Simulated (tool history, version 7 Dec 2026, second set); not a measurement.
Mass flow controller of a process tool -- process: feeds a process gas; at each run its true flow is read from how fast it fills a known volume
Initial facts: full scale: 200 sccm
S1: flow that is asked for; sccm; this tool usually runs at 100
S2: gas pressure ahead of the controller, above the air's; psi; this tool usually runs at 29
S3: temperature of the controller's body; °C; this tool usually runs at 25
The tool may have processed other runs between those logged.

{"run": 1, "hour": 0.0, "S1": 100, "S2": 29, "S3": 25, "true flow (%)": 100.13}
{"run": 2, "hour": 112.1, "S1": 100, "S2": 29, "S3": 22, "true flow (%)": 100.6}
{"run": 3, "hour": 233.7, "S1": 100, "S2": 29, "S3": 22, "true flow (%)": 100.4}
{"run": 4, "hour": 311.2, "S1": 100, "S2": 29, "S3": 25, "true flow (%)": 100.17}
{"run": 5, "hour": 431.9, "S1": 100, "S2": 29, "S3": 25, "true flow (%)": 100.24}
{"run": 6, "hour": 502.3, "S1": 42, "S2": 29, "S3": 25, "true flow (%)": 99.12}
{"run": 7, "hour": 596.7, "S1": 100, "S2": 29, "S3": 25, "true flow (%)": 100.37}
{"run": 8, "hour": 691.5, "S1": 100, "S2": 29, "S3": 25, "true flow (%)": 100.25}
{"run": 9, "hour": 760.4, "S1": 100, "S2": 29, "S3": 39, "true flow (%)": 98.68}
{"run": 10, "hour": 833.0, "S1": 100, "S2": 29, "S3": 39, "true flow (%)": 98.56}
{"run": 11, "hour": 968.3, "S1": 136, "S2": 24.7, "S3": 22, "true flow (%)": 101.2}
{"run": 12, "hour": 1053.8, "S1": 83, "S2": 40.5, "S3": 36, "true flow (%)": 99.05}
{"run": 13, "hour": 1158.1, "S1": 161, "S2": 31.5, "S3": 36, "true flow (%)": 99.94}
{"run": 14, "hour": 1308.3, "S1": 177, "S2": 31.5, "S3": 36, "true flow (%)": 100.29}

Predict each of these 3 candidate next runs independently; none follows another, all start after run 14:
{"run": "A", "hour": 1378.9, "S1": 59, "S2": 31.5, "S3": 26, "true flow (%)": "?"}
{"run": "B", "hour": 1378.9, "S1": 81, "S2": 29, "S3": 38, "true flow (%)": "?"}
{"run": "C", "hour": 1378.9, "S1": 177, "S2": 31.5, "S3": 26, "true flow (%)": "?"}

run=A true_flow_(%)=99.64
run=B true_flow_(%)=98.68
run=C true_flow_(%)=101.46
With the hidden condition removed and each run's random variation left untouched, the same runs would have given:
run=A true_flow_(%)=98.45
run=B true_flow_(%)=97.26
run=C true_flow_(%)=99.7
